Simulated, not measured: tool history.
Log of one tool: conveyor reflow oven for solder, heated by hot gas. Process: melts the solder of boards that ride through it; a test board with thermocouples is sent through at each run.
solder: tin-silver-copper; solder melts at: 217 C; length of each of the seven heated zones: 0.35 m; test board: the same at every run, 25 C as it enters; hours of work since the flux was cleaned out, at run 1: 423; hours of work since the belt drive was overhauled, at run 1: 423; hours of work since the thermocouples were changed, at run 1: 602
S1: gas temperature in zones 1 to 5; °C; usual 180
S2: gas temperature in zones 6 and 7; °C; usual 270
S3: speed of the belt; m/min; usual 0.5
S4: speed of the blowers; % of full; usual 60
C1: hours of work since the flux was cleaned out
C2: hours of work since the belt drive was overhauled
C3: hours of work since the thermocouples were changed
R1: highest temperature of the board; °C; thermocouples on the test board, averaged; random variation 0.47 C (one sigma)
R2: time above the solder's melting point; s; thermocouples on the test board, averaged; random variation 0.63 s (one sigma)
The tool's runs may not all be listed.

run 1 hour=0 | S1=180 S2=270 S3=0.5 S4=60 | C1=423 C2=423 C3=602 | R1=249.8 R2=62.4
run 2 hour=50.6 | S1=180 S2=270 S3=0.5 S4=60 | C1=459 C2=459 C3=638 | R1=248.7 R2=62.5
run 3 hour=88 | S1=180 S2=270 S3=0.5 S4=60 | C1=486 C2=486 C3=665 | R1=250.2 R2=62
-- hour=106.8 flux residue cleaned out of gas plates and filters
run 4 hour=146.5 | S1=180 S2=270 S3=0.5 S4=60 | C1=29 C2=525 C3=704 | R1=251.2 R2=65.9
run 5 hour=199.7 | S1=180 S2=270 S3=0.5 S4=60 | C1=67 C2=563 C3=742 | R1=250.5 R2=65.2
run 6 hour=265.8 | S1=180 S2=270 S3=0.5 S4=60 | C1=114 C2=610 C3=790 | R1=251.6 R2=63.8
-- hour=295.6 thermocouples of zones 6 and 7 changed
run 7 hour=314 | S1=180 S2=270 S3=0.5 S4=60 | C1=148 C2=644 C3=13 | R1=251.2 R2=65.7
run 8 hour=382.4 | S1=180 S2=270 S3=0.5 S4=60 | C1=197 C2=693 C3=62 | R1=250.8 R2=65.3
run 9 hour=462.2 | S1=180 S2=274 S3=0.474 S4=60 | C1=254 C2=750 C3=120 | R1=255.9 R2=73.2
run 10 hour=501.1 | S1=180 S2=271 S3=0.474 S4=54 | C1=282 C2=778 C3=148 | R1=251.6 R2=68
run 11 hour=543.1 | S1=180 S2=271 S3=0.536 S4=58 | C1=312 C2=808 C3=178 | R1=248.5 R2=56.8
run 12 hour=621 | S1=191 S2=262 S3=0.506 S4=54 | C1=368 C2=864 C3=234 | R1=244.1 R2=62.9
run 13 hour=698.2 | S1=194 S2=270 S3=0.55 S4=74 | C1=424 C2=920 C3=290 | R1=253.4 R2=67.4
run 14 hour=774 | S1=194 S2=270 S3=0.55 S4=74 | C1=479 C2=975 C3=344 | R1=254.1 R2=66.7
-- hour=801.3 flux residue cleaned out of gas plates and filters
run 15 hour=821.4 | S1=194 S2=270 S3=0.55 S4=66 | C1=14 C2=1005 C3=375 | R1=253.2 R2=68.1

Forecast each of these 3 alternatives for the next run:
run A hour=873.4 | S1=180 S2=270 S3=0.5 S4=53 | C1=52 C2=1042 C3=412 | R1=? R2=?
run B hour=873.4 | S1=187 S2=271 S3=0.466 S4=60 | C1=52 C2=1042 C3=412 | R1=? R2=?
run C hour=873.4 | S1=180 S2=270 S3=0.5 S4=54 | C1=52 C2=1042 C3=412 | R1=? R2=?

run=A R1=249.1 R2=62.9
run=B R1=255.4 R2=78.9
run=C R1=250.3 R2=63.5
Without the tool's hidden state the same runs would have given:
run=A R1=249.4 R2=61.3
run=B R1=255.9 R2=77.1
run=C R1=250.6 R2=61.9

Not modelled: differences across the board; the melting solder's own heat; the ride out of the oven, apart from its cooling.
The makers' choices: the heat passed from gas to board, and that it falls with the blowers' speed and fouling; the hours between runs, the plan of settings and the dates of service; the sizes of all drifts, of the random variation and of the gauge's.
